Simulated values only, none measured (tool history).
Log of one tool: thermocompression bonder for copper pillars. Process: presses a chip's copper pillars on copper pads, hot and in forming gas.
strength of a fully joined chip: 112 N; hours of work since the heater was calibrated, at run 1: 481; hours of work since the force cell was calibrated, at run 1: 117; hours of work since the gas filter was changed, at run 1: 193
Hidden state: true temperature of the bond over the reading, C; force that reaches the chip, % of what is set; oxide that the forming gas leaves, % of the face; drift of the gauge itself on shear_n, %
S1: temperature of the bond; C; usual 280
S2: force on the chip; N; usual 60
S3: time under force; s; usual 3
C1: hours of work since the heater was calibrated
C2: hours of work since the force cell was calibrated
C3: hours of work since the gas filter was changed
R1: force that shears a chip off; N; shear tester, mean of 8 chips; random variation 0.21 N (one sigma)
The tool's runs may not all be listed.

{"run": 1, "hour": 0.0, "S1": 280, "S2": 60, "S3": 3, "C1": 481, "C2": 117, "C3": 193, "R1": 80.0}
{"run": 2, "hour": 6.1, "S1": 280, "S2": 60, "S3": 3, "C1": 483, "C2": 119, "C3": 196, "R1": 80.1}
{"run": 3, "hour": 14.1, "S1": 280, "S2": 60, "S3": 7, "C1": 487, "C2": 123, "C3": 200, "R1": 94.1}
{"run": 4, "hour": 21.6, "S1": 280, "S2": 48, "S3": 3, "C1": 490, "C2": 126, "C3": 203, "R1": 71.5}
{"run": 5, "hour": 29.9, "S1": 280, "S2": 48, "S3": 3, "C1": 494, "C2": 130, "C3": 207, "R1": 71.5}
{"run": 6, "hour": 37.7, "S1": 280, "S2": 48, "S3": 3, "C1": 497, "C2": 134, "C3": 210, "R1": 71.1}
{"run": 7, "hour": 42.3, "S1": 280, "S2": 60, "S3": 3, "C1": 499, "C2": 136, "C3": 212, "R1": 79.8}
{"run": 8, "hour": 49.8, "S1": 296, "S2": 60, "S3": 3, "C1": 503, "C2": 139, "C3": 216, "R1": 87.6}
{"run": 9, "hour": 55.8, "S1": 296, "S2": 60, "S3": 3, "C1": 506, "C2": 142, "C3": 218, "R1": 87.7}
{"run": 10, "hour": 60.3, "S1": 296, "S2": 60, "S3": 3, "C1": 508, "C2": 144, "C3": 221, "R1": 87.7}
{"run": 11, "hour": 66.7, "S1": 296, "S2": 60, "S3": 3, "C1": 510, "C2": 147, "C3": 223, "R1": 87.3}
{"run": 12, "hour": 70.9, "S1": 280, "S2": 60, "S3": 3, "C1": 512, "C2": 149, "C3": 225, "R1": 80.0}
{"run": 13, "hour": 77.3, "S1": 280, "S2": 60, "S3": 3, "C1": 515, "C2": 151, "C3": 228, "R1": 80.1}
{"run": 14, "hour": 85.9, "S1": 280, "S2": 60, "S3": 3, "C1": 519, "C2": 155, "C3": 232, "R1": 79.7}
{"run": 15, "hour": 95.0, "S1": 280, "S2": 39, "S3": 3, "C1": 523, "C2": 159, "C3": 236, "R1": 63.3}
{"run": 16, "hour": 101.5, "S1": 270, "S2": 50, "S3": 3, "C1": 526, "C2": 162, "C3": 239, "R1": 67.2}
{"run": 17, "hour": 106.0, "S1": 285, "S2": 60, "S3": 3, "C1": 528, "C2": 164, "C3": 241, "R1": 82.4}
{"run": 18, "hour": 111.1, "S1": 285, "S2": 60, "S3": 3, "C1": 530, "C2": 167, "C3": 243, "R1": 82.5}
{"run": 19, "hour": 117.4, "S1": 259, "S2": 36, "S3": 6, "C1": 533, "C2": 169, "C3": 246, "R1": 61.9}
{"run": 20, "hour": 122.6, "S1": 291, "S2": 60, "S3": 3, "C1": 536, "C2": 172, "C3": 248, "R1": 85.1}
{"run": 21, "hour": 130.1, "S1": 288, "S2": 66, "S3": 6, "C1": 539, "C2": 175, "C3": 252, "R1": 97.1}
{"run": 22, "hour": 138.7, "S1": 288, "S2": 66, "S3": 6, "C1": 543, "C2": 179, "C3": 256, "R1": 97.1}
{"run": 23, "hour": 146.7, "S1": 280, "S2": 88, "S3": 3, "C1": 546, "C2": 183, "C3": 259, "R1": 93.0}
{"hour": 157.2, "done": "heater calibrated with a thermocouple chip"}
{"run": 24, "hour": 157.4, "S1": 280, "S2": 60, "S3": 2, "C1": 0, "C2": 186, "C3": 263, "R1": 69.3}
{"run": 25, "hour": 166.0, "S1": 286, "S2": 69, "S3": 2, "C1": 4, "C2": 190, "C3": 267, "R1": 77.7}
{"run": 26, "hour": 170.6, "S1": 286, "S2": 69, "S3": 7, "C1": 6, "C2": 192, "C3": 269, "R1": 97.6}
{"run": 27, "hour": 175.9, "S1": 280, "S2": 41, "S3": 7, "C1": 8, "C2": 195, "C3": 272, "R1": 78.7}
{"run": 28, "hour": 181.2, "S1": 267, "S2": 56, "S3": 3, "C1": 11, "C2": 197, "C3": 274, "R1": 66.9}
{"hour": 188.8, "done": "forming gas filter changed"}
{"run": 29, "hour": 190.9, "S1": 282, "S2": 56, "S3": 2, "C1": 15, "C2": 201, "C3": 1, "R1": 70.3}
{"run": 30, "hour": 197.4, "S1": 282, "S2": 56, "S3": 2, "C1": 18, "C2": 204, "C3": 4, "R1": 70.0}

Hidden state or all else? Some run-to-run changes of R1, split into what the settings, what came in and random variation would give without the hidden state, and what is left for the hidden state (with any gauge scatter that isn't in both results):
Run 3 -> 4: S2 60 -> 48, S3 7 -> 3. R1 -22.6 N: hidden state +1.4, all else -24.0.
Run 19 -> 20: S1 259 -> 291, S2 36 -> 60, S3 6 -> 3. R1 +23.2 N: hidden state -1.3, all else +24.5.
Run 23 -> 24: S2 88 -> 60, S3 3 -> 2, heater calibrated with a thermocouple chip. R1 -23.7 N: hidden state -1.1, all else -22.6.
Run 28 -> 29: S1 267 -> 282, S3 3 -> 2, forming gas filter changed. R1 +3.4 N: hidden state +2.8, all else +0.6.

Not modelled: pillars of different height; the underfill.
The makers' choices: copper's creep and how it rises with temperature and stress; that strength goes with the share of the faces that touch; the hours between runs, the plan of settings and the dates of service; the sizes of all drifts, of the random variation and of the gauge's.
